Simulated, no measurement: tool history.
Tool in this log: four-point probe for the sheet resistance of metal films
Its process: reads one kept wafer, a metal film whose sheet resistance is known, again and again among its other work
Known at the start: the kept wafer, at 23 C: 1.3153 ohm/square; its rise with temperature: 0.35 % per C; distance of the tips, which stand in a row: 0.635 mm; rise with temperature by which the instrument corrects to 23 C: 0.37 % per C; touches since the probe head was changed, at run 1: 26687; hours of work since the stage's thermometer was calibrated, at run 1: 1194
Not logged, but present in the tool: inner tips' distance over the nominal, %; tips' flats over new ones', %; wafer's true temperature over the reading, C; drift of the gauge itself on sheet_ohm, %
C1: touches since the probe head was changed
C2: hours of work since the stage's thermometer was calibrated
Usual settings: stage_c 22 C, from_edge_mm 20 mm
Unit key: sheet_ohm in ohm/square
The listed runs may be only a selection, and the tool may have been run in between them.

{"run": 1, "hour": 0.0, "stage_c": 22, "from_edge_mm": 20, "C1": 26687, "C2": 1194, "sheet_ohm": 1.319322}
{"run": 2, "hour": 39.0, "stage_c": 22, "from_edge_mm": 20, "C1": 28500, "C2": 1222, "sheet_ohm": 1.319123}
{"run": 3, "hour": 71.9, "stage_c": 22, "from_edge_mm": 20, "C1": 30027, "C2": 1245, "sheet_ohm": 1.319688}
{"run": 4, "hour": 97.3, "stage_c": 22, "from_edge_mm": 20, "C1": 31211, "C2": 1263, "sheet_ohm": 1.319836}
{"run": 5, "hour": 133.4, "stage_c": 22, "from_edge_mm": 20, "C1": 32888, "C2": 1288, "sheet_ohm": 1.320949}
{"run": 6, "hour": 178.1, "stage_c": 22, "from_edge_mm": 20, "C1": 34963, "C2": 1320, "sheet_ohm": 1.320881}
{"run": 7, "hour": 230.4, "stage_c": 22, "from_edge_mm": 20, "C1": 37395, "C2": 1357, "sheet_ohm": 1.321658}
{"run": 8, "hour": 274.8, "stage_c": 22, "from_edge_mm": 20, "C1": 39459, "C2": 1388, "sheet_ohm": 1.322442}
{"run": 9, "hour": 322.3, "stage_c": 22, "from_edge_mm": 20, "C1": 41665, "C2": 1422, "sheet_ohm": 1.322488}
{"run": 10, "hour": 366.9, "stage_c": 22, "from_edge_mm": 20, "C1": 43737, "C2": 1453, "sheet_ohm": 1.322873}
{"run": 11, "hour": 400.0, "stage_c": 22, "from_edge_mm": 20, "C1": 45275, "C2": 1477, "sheet_ohm": 1.323694}
{"run": 12, "hour": 430.0, "stage_c": 28, "from_edge_mm": 4, "C1": 46668, "C2": 1498, "sheet_ohm": 1.33902}
{"run": 13, "hour": 458.8, "stage_c": 23, "from_edge_mm": 5, "C1": 48010, "C2": 1519, "sheet_ohm": 1.334981}
{"run": 14, "hour": 494.4, "stage_c": 26, "from_edge_mm": 9, "C1": 49664, "C2": 1544, "sheet_ohm": 1.326694}
{"run": 15, "hour": 522.9, "stage_c": 23, "from_edge_mm": 13, "C1": 50989, "C2": 1564, "sheet_ohm": 1.325603}
{"run": 16, "hour": 555.2, "stage_c": 22, "from_edge_mm": 13, "C1": 52489, "C2": 1587, "sheet_ohm": 1.326702}
{"run": 17, "hour": 581.3, "stage_c": 26, "from_edge_mm": 34, "C1": 53701, "C2": 1605, "sheet_ohm": 1.324058}
{"run": 18, "hour": 624.1, "stage_c": 26, "from_edge_mm": 34, "C1": 55690, "C2": 1635, "sheet_ohm": 1.324867}
{"run": 19, "hour": 657.9, "stage_c": 19, "from_edge_mm": 55, "C1": 57261, "C2": 1659, "sheet_ohm": 1.327207}
{"run": 20, "hour": 706.7, "stage_c": 19, "from_edge_mm": 55, "C1": 59528, "C2": 1694, "sheet_ohm": 1.327478}
{"run": 21, "hour": 737.4, "stage_c": 23, "from_edge_mm": 17, "C1": 60954, "C2": 1716, "sheet_ohm": 1.327356}

Alternative continuations, all from the tool just after run 21; predict every row:
{"run": "A", "hour": 773.2, "stage_c": 25, "from_edge_mm": 4, "C1": 62621, "C2": 1741, "sheet_ohm": "?"}
{"run": "B", "hour": 773.2, "stage_c": 22, "from_edge_mm": 4, "C1": 62621, "C2": 1741, "sheet_ohm": "?"}
{"run": "C", "hour": 773.2, "stage_c": 32, "from_edge_mm": 26, "C1": 62621, "C2": 1741, "sheet_ohm": "?"}
{"run": "D", "hour": 773.2, "stage_c": 28, "from_edge_mm": 11, "C1": 62621, "C2": 1741, "sheet_ohm": "?"}

run=A sheet_ohm=1.343804
run=B sheet_ohm=1.345565
run=C sheet_ohm=1.324447
run=D sheet_ohm=1.327481
Had the tool no hidden state, the same runs would have come out as:
run=A sheet_ohm=1.332121
run=B sheet_ohm=1.333840
run=C sheet_ohm=1.312984
run=D sheet_ohm=1.315958
